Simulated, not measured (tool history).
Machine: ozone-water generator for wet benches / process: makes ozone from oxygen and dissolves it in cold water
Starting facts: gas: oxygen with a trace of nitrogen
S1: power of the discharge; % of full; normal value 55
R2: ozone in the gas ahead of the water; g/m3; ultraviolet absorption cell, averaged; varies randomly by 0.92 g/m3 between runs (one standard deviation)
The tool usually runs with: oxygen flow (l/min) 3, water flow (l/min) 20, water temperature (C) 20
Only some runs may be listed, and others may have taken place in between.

run 1 hour=0 | S1=55 oxygen_flow_(l/min)=3 water_flow_(l/min)=20 water_temperature_(C)=20 | dissolved_ozone_(ppm)=9.2 R2=154.7
run 2 hour=86.5 | S1=55 oxygen_flow_(l/min)=3 water_flow_(l/min)=20 water_temperature_(C)=20 | dissolved_ozone_(ppm)=9.3 R2=154.6
run 3 hour=205.1 | S1=64 oxygen_flow_(l/min)=3 water_flow_(l/min)=20 water_temperature_(C)=20 | dissolved_ozone_(ppm)=10.8 R2=177.9
run 4 hour=301.7 | S1=64 oxygen_flow_(l/min)=3 water_flow_(l/min)=15 water_temperature_(C)=20 | dissolved_ozone_(ppm)=13.6 R2=177.1
run 5 hour=421.8 | S1=64 oxygen_flow_(l/min)=3 water_flow_(l/min)=15 water_temperature_(C)=20 | dissolved_ozone_(ppm)=13.8 R2=179.2
run 6 hour=494.7 | S1=55 oxygen_flow_(l/min)=3 water_flow_(l/min)=20 water_temperature_(C)=20 | dissolved_ozone_(ppm)=9.2 R2=156.9
run 7 hour=616 | S1=55 oxygen_flow_(l/min)=3 water_flow_(l/min)=25 water_temperature_(C)=20 | dissolved_ozone_(ppm)=7.5 R2=156.9
run 8 hour=689.3 | S1=55 oxygen_flow_(l/min)=3 water_flow_(l/min)=25 water_temperature_(C)=20 | dissolved_ozone_(ppm)=7.3 R2=154.8

Predict the results of run 9:
run 9 hour=768 | S1=75 oxygen_flow_(l/min)=4.94 water_flow_(l/min)=17 water_temperature_(C)=19 | dissolved_ozone_(ppm)=? R2=?

{"run 9": {"dissolved ozone (ppm)": 16.4, "R2": 178.6}}
Without the tool's hidden state the same run would have given dissolved ozone (ppm) 16.4, R2 177.7 g/m3.
